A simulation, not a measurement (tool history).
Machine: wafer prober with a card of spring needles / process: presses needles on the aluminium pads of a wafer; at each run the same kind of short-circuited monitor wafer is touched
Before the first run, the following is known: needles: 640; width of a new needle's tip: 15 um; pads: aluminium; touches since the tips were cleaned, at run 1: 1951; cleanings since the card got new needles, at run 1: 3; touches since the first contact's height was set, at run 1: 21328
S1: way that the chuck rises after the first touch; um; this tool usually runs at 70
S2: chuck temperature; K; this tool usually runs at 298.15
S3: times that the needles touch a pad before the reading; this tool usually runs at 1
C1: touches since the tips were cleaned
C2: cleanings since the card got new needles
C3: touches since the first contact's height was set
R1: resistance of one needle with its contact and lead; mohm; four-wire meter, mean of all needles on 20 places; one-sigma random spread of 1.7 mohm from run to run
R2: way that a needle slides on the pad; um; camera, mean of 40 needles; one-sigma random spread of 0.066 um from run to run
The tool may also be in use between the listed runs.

Run 1, hour 0.0: usual settings; C1 1951; C2 3; C3 21328. Result: R1 188 mohm, R2 12.31 um.
Run 2, hour 7.6: usual settings; C1 5453; C2 3; C3 24830. Result: R1 208 mohm, R2 12.28 um.
At hour 8.5: tips cleaned on abrasive film.
Run 3, hour 19.0: usual settings but S3 2; C1 4833; C2 4; C3 30022. Result: R1 201 mohm, R2 12.29 um.
At hour 21.7: tips cleaned on abrasive film.
Run 4, hour 29.6: usual settings but S3 2; C1 3627; C2 5; C3 34830. Result: R1 189 mohm, R2 12.35 um.
At hour 34.4: tips cleaned on abrasive film.
Run 5, hour 41.1: usual settings but S3 2; C1 3083; C2 6; C3 40045. Result: R1 184 mohm, R2 12.31 um.
Run 6, hour 46.6: usual settings but S3 2; C1 5593; C2 6; C3 42555. Result: R1 188 mohm, R2 12.35 um.
At hour 47.8: tips cleaned on abrasive film.
Run 7, hour 56.8: usual settings but S2 309.15 K, S3 2; C1 4122; C2 7; C3 47203. Result: R1 187 mohm, R2 12.28 um.
At hour 61.4: tips cleaned on abrasive film.
At hour 64.8: tips cleaned on abrasive film, once more.
Run 8, hour 66.3: usual settings but S2 309.15 K, S3 2; C1 714; C2 9; C3 51479. Result: R1 174 mohm, R2 12.19 um.
Run 9, hour 74.0: usual settings; C1 4250; C2 9; C3 55015. Result: R1 206 mohm, R2 12.08 um.
At hour 77.6: tips cleaned on abrasive film.
Run 10, hour 81.3: usual settings; C1 1733; C2 10; C3 58324. Result: R1 188 mohm, R2 12.18 um.
Run 11, hour 87.6: usual settings but S2 378.15 K, S3 3; C1 4605; C2 10; C3 61196. Result: R1 195 mohm, R2 12.25 um.
At hour 90.4: tips cleaned on abrasive film.
Run 12, hour 94.4: usual settings but S2 319.15 K; C1 1838; C2 11; C3 64274. Result: R1 194 mohm, R2 12.41 um.
Run 13, hour 99.6: usual settings but S1 85 um, S2 302.15 K; C1 4233; C2 11; C3 66669. Result: R1 191 mohm, R2 14.83 um.
At hour 103.6: tips cleaned on abrasive film.
Run 14, hour 106.5: usual settings but S1 85 um, S2 302.15 K; C1 1333; C2 12; C3 69799. Result: R1 177 mohm, R2 14.82 um.

Expected results for the next run?
At hour 116.3: tips cleaned on abrasive film.
Run 15, hour 119.1: usual settings but S1 76 um, S2 329.15 K; C1 1322; C2 13; C3 75534. Result: R1 ?, R2 ?.

{"run 15": {"R1": 191, "R2": 13.35}}
Take away the tool's hidden state, keep the run-to-run variation as it was, and the same run would have given R1 176 mohm, R2 13.56 um.

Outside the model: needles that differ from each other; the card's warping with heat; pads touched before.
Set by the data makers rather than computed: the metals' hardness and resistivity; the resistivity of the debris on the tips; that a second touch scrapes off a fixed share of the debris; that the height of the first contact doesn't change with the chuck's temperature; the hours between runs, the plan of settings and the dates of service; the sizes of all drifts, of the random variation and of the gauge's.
